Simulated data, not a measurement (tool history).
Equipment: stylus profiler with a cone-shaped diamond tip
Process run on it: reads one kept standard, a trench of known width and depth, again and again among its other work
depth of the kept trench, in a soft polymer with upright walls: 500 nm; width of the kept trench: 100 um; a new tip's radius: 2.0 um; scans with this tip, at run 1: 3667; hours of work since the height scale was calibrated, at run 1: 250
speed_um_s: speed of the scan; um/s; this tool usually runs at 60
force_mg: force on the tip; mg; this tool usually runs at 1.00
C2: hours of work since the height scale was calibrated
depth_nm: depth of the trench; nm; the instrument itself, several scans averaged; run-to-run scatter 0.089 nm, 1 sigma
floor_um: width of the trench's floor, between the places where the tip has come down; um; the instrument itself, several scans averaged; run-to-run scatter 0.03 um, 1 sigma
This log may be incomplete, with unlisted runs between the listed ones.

Run 1, hour 0.0: usual settings; scans with this tip 3667; C2 250. Result: depth_nm 502.44 nm, floor_um 96.58 um.
Run 2, hour 60.5: usual settings; scans with this tip 4371; C2 298. Result: depth_nm 502.21 nm, floor_um 96.55 um.
Run 3, hour 112.6: usual settings; scans with this tip 4976; C2 340. Result: depth_nm 502.25 nm, floor_um 96.51 um.
Run 4, hour 178.4: usual settings; scans with this tip 5742; C2 392. Result: depth_nm 502.22 nm, floor_um 96.35 um.
Run 5, hour 247.0: usual settings; scans with this tip 6540; C2 446. Result: depth_nm 502.26 nm, floor_um 96.31 um.
Run 6, hour 355.6: usual settings but force_mg 0.73 mg; scans with this tip 7804; C2 532. Result: depth_nm 501.73 nm, floor_um 96.13 um.
Run 7, hour 448.4: usual settings but force_mg 0.35 mg; scans with this tip 8882; C2 606. Result: depth_nm 500.69 nm, floor_um 95.80 um.
Run 8, hour 528.2: usual settings; scans with this tip 9811; C2 669. Result: depth_nm 501.96 nm, floor_um 96.13 um.
At hour 587.2: new tip fitted, height scale calibrated.
Run 9, hour 609.0: usual settings; scans with this tip 254; C2 17. Result: depth_nm 502.73 nm, floor_um 96.80 um.
Run 10, hour 663.1: usual settings; scans with this tip 883; C2 60. Result: depth_nm 502.62 nm, floor_um 96.79 um.
Run 11, hour 761.6: usual settings but speed_um_s 139 um/s; scans with this tip 2029; C2 138. Result: depth_nm 502.54 nm, floor_um 96.06 um.
Run 12, hour 815.9: usual settings but speed_um_s 139 um/s; scans with this tip 2660; C2 182. Result: depth_nm 502.52 nm, floor_um 95.99 um.
Run 13, hour 913.3: usual settings but force_mg 0.39 mg; scans with this tip 3793; C2 259. Result: depth_nm 501.37 nm, floor_um 96.28 um.
Run 14, hour 995.8: usual settings; scans with this tip 4753; C2 324. Result: depth_nm 502.68 nm, floor_um 96.41 um.
Run 15, hour 1082.3: usual settings; scans with this tip 5759; C2 393. Result: depth_nm 502.38 nm, floor_um 96.33 um.
Run 16, hour 1131.9: usual settings; scans with this tip 6336; C2 432. Result: depth_nm 502.30 nm, floor_um 96.26 um.
Run 17, hour 1188.4: usual settings; scans with this tip 6994; C2 477. Result: depth_nm 502.48 nm, floor_um 96.22 um.
Run 18, hour 1236.9: usual settings; scans with this tip 7558; C2 516. Result: depth_nm 502.29 nm, floor_um 96.19 um.
Run 19, hour 1312.0: usual settings; scans with this tip 8431; C2 575. Result: depth_nm 502.29 nm, floor_um 96.13 um.
Run 20, hour 1400.4: usual settings; scans with this tip 9460; C2 645. Result: depth_nm 502.29 nm, floor_um 96.01 um.
At hour 1489.0: new tip fitted, height scale calibrated.
Run 21, hour 1498.3: usual settings but force_mg 0.78 mg; scans with this tip 109; C2 7. Result: depth_nm 502.29 nm, floor_um 96.82 um.
Run 22, hour 1593.4: usual settings but force_mg 0.78 mg; scans with this tip 1215; C2 83. Result: depth_nm 502.37 nm, floor_um 96.71 um.
Run 23, hour 1666.3: usual settings; scans with this tip 2063; C2 141. Result: depth_nm 502.37 nm, floor_um 96.69 um.
Run 24, hour 1762.4: usual settings but speed_um_s 143 um/s, force_mg 1.76 mg; scans with this tip 3180; C2 217. Result: depth_nm 503.58 nm, floor_um 96.19 um.
Run 25, hour 1820.9: usual settings but force_mg 0.35 mg; scans with this tip 3861; C2 263. Result: depth_nm 500.95 nm, floor_um 96.18 um.
Run 26, hour 1893.7: usual settings but force_mg 0.35 mg; scans with this tip 4708; C2 321. Result: depth_nm 501.10 nm, floor_um 96.07 um.
Run 27, hour 1985.4: usual settings but force_mg 0.38 mg; scans with this tip 5774; C2 394. Result: depth_nm 501.13 nm, floor_um 96.02 um.
Run 28, hour 2030.6: usual settings but speed_um_s 101 um/s, force_mg 1.88 mg; scans with this tip 6300; C2 430. Result: depth_nm 503.43 nm, floor_um 96.15 um.
Run 29, hour 2089.7: usual settings but speed_um_s 21 um/s, force_mg 2.61 mg; scans with this tip 6988; C2 477. Result: depth_nm 504.27 nm, floor_um 96.57 um.
Run 30, hour 2136.9: usual settings but speed_um_s 21 um/s, force_mg 0.86 mg; scans with this tip 7537; C2 514. Result: depth_nm 501.97 nm, floor_um 96.43 um.
Run 31, hour 2194.4: usual settings but speed_um_s 198 um/s, force_mg 0.75 mg; scans with this tip 8205; C2 560. Result: depth_nm 501.67 nm, floor_um 94.81 um.
Run 32, hour 2246.2: usual settings but speed_um_s 187 um/s, force_mg 0.85 mg; scans with this tip 8808; C2 601. Result: depth_nm 501.80 nm, floor_um 94.97 um.
Run 33, hour 2318.3: usual settings but speed_um_s 47 um/s, force_mg 1.37 mg; scans with this tip 9646; C2 658. Result: depth_nm 502.61 nm, floor_um 96.16 um.
At hour 2389.9: new tip fitted, height scale calibrated.
Run 34, hour 2428.4: usual settings but speed_um_s 47 um/s, force_mg 1.37 mg; scans with this tip 448; C2 31. Result: depth_nm 503.44 nm, floor_um 97.03 um.
Run 35, hour 2535.2: usual settings but speed_um_s 41 um/s, force_mg 0.48 mg; scans with this tip 1690; C2 115. Result: depth_nm 501.62 nm, floor_um 96.77 um.
Run 36, hour 2584.2: usual settings but speed_um_s 41 um/s, force_mg 0.48 mg; scans with this tip 2261; C2 154. Result: depth_nm 501.74 nm, floor_um 96.68 um.
Run 37, hour 2683.8: usual settings but speed_um_s 57 um/s, force_mg 0.56 mg; scans with this tip 3419; C2 233. Result: depth_nm 501.66 nm, floor_um 96.48 um.
Run 38, hour 2761.2: usual settings but speed_um_s 18 um/s, force_mg 0.44 mg; scans with this tip 4319; C2 295. Result: depth_nm 501.48 nm, floor_um 96.79 um.
Run 39, hour 2816.0: usual settings but speed_um_s 231 um/s, force_mg 1.59 mg; scans with this tip 4957; C2 338. Result: depth_nm 503.17 nm, floor_um 95.53 um.
Run 40, hour 2916.2: usual settings but speed_um_s 163 um/s, force_mg 0.79 mg; scans with this tip 6122; C2 418. Result: depth_nm 502.06 nm, floor_um 95.39 um.
Run 41, hour 2978.3: usual settings but speed_um_s 163 um/s, force_mg 0.79 mg; scans with this tip 6845; C2 467. Result: depth_nm 501.89 nm, floor_um 95.33 um.
Run 42, hour 3042.0: usual settings but speed_um_s 174 um/s, force_mg 1.82 mg; scans with this tip 7586; C2 518. Result: depth_nm 503.58 nm, floor_um 95.69 um.
Run 43, hour 3128.0: usual settings but speed_um_s 27 um/s, force_mg 1.67 mg; scans with this tip 8586; C2 586. Result: depth_nm 503.31 nm, floor_um 96.44 um.
Run 44, hour 3195.4: usual settings but speed_um_s 44 um/s; scans with this tip 9370; C2 639. Result: depth_nm 502.21 nm, floor_um 96.21 um.
Run 45, hour 3240.7: usual settings but speed_um_s 68 um/s, force_mg 1.19 mg; scans with this tip 9897; C2 675. Result: depth_nm 502.41 nm, floor_um 96.02 um.

Predict each of these 4 candidate next runs independently; none follows another, all start after run 45:
At hour 3294.1: new tip fitted, height scale calibrated.
Run A, hour 3334.1: usual settings but speed_um_s 133 um/s, force_mg 0.78 mg; scans with this tip 465; C2 32. Result: depth_nm ?, floor_um ?.
At hour 3294.1: new tip fitted, height scale calibrated.
Run B, hour 3334.1: usual settings but speed_um_s 73 um/s, force_mg 1.25 mg; scans with this tip 465; C2 32. Result: depth_nm ?, floor_um ?.
At hour 3294.1: new tip fitted, height scale calibrated.
Run C, hour 3334.1: usual settings but speed_um_s 17 um/s, force_mg 2.24 mg; scans with this tip 465; C2 32. Result: depth_nm ?, floor_um ?.
At hour 3294.1: new tip fitted, height scale calibrated.
Run D, hour 3334.1: usual settings but speed_um_s 17 um/s, force_mg 0.58 mg; scans with this tip 465; C2 32. Result: depth_nm ?, floor_um ?.

run  depth_nm  floor_um
  A    501.95     96.23
  B    502.59     96.87
  C    504.20     97.30
  D    501.76     97.16
Stripped of hidden state, with their random variation kept, the same runs would have yielded:
run  depth_nm  floor_um
  A    502.05     96.22
  B    502.69     96.86
  C    504.31     97.30
  D    501.86     97.16
